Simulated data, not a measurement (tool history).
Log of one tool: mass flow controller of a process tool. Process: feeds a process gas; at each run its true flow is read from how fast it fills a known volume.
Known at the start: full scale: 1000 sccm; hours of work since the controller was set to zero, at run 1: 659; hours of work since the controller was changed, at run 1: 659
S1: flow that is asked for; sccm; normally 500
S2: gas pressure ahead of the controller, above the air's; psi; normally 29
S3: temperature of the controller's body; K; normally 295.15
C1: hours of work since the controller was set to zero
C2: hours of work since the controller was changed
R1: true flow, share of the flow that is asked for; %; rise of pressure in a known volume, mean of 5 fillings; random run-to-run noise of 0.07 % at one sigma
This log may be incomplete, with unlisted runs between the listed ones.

run    hour   S1    S2      S3    C1    C2      R1
  1       0  500    29  295.15   659   659      99
  2   124.5  104    29  295.15   703   703   97.38
  3   234.8  104    29  295.15   742   742    97.2
  4   370.9  104    29  295.15   790   790   97.04
  5   494.2  500    29  295.15   834   834   98.74
  6   592.5  500    29  295.15   869   869   98.76
  7   750.3  500    29  295.15   924   924   98.65
  8   821.2  500    29  295.15   950   950   98.61
  9     968  500    29  295.15  1001  1001    98.6
 10  1052.4  500  27.4  295.15  1031  1031   98.64
 11  1173.6  500    29  295.15  1074  1074   98.74
 12  1238.5  500    29  296.15  1097  1097   98.63
 13    1303  500    29  296.15  1120  1120   98.65
 14  1420.9  500    29  296.15  1162  1162   98.71
 15  1550.6  500  39.9  295.15  1208  1208   98.03
 16  1701.1  500  39.9  295.15  1261  1261   97.86
 17    1841  500  39.9  295.15  1310  1310   98.04
 18  1944.9  500    29  302.15  1347  1347   99.14
 19  2070.9  500    29  302.15  1392  1392   99.08
 20  2174.1  500  35.1  295.15  1428  1428   98.13
 21  2285.5  500    29  295.15  1467  1467   98.37
 22  2418.9  500    29  295.15  1515  1515   98.27
 23  2523.2  500    29  295.15  1552  1552   98.22
 24  2631.7  500    29  295.15  1590  1590   98.24
 25  2743.2  931  20.9  297.15  1629  1629   99.31
 26    2818  500  32.8  295.15  1656  1656   98.12
     2832.4  -- controller's zero set anew
 27  2894.3  500  32.8  295.15    22  1683   97.85
 28  3002.2  128  25.1  313.15    60  1721   96.69
     3071.6  -- controller's zero set anew, once more
 29  3071.6  938  29.3  307.15     0  1745  100.34
 30  3145.3  273    26  298.15    26  1771   99.12
 31  3231.9  273    26  298.15    57  1802   99.07
 32  3343.4  279    40  307.15    96  1841   99.14
 33  3413.8  315    29  295.15   121  1866   98.47
 34  3543.2  273    29  310.15   167  1912   99.85
 35    3665  500    27  304.15   210  1955   99.68
 36  3782.4  500    27  304.15   251  1997   99.64
 37    3896  500    27  304.15   292  2037   99.48
 38  4056.9  500  28.9  302.15   348  2094   99.22
 39    4175  392  37.1  306.15   390  2135   99.11
 40  4261.4  392  37.1  306.15   421  2166   99.05
 41  4396.8  529  37.1  306.15   469  2214   99.18
 42  4532.5  230  33.8  295.15   517  2262    97.7
 43  4623.8  230  33.8  295.15   549  2294   97.65
 44  4777.3  605  40.5  307.15   603  2348   99.14
 45  4931.5  435  32.2  301.15   658  2403   98.86
 46  5043.3  711  26.1  297.15   697  2443   98.83
 47  5124.7  127  22.3  298.15   726  2471   97.57

Alternative continuations, all from the tool just after run 47; predict every row:
  A  5228.9  127  26.1  299.15  763  2508   ?
  B  5228.9  351  34.5  297.15  763  2508   ?
  C  5228.9  500  26.5  295.15  763  2508   ?
  D  5228.9  500  26.7  295.15  763  2508   ?
  E  5228.9  500  35.4  301.15  763  2508   ?

run     R1
  A  97.37
  B  97.88
  C  98.43
  D  98.31
  E  98.58
Had the tool no hidden state, the same runs would have come out as:
run     R1
  A   99.6
  B  99.13
  C  99.52
  D  99.39
  E  99.67
